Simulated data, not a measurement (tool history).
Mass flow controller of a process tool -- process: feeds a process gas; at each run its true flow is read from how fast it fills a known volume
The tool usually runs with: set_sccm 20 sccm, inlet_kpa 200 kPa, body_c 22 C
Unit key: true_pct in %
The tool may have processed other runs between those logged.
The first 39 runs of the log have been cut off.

run	day	set_sccm	inlet_kpa	body_c	true_pct
40	183.317	17	200	22	92.96
41	189.058	17	279	30	93.2
# day 190.917: controller's zero set anew
42	195.538	6	279	23	94.11
43	201.908	6	279	23	93.94
44	206.425	10	200	23	94.77
45	213.096	10	171	24	94.65
46	217.496	10	171	24	94.52
47	220.562	7	178	29	94.47

Each row is a separate what-if for the run after 47, all from the same tool condition, not one after another. Results?
A	223.704	26	267	23	?
B	223.704	6	200	22	?
C	223.704	6	163	23	?
D	223.704	19	149	27	?
E	223.704	5	187	30	?

run	true_pct
A	95.53
B	93.52
C	93.7
D	95.73
E	94.09
Stripped of hidden state, with their random variation kept, the same runs would have yielded:
run	true_pct
A	98.19
B	97.05
C	97.23
D	98.49
E	97.85
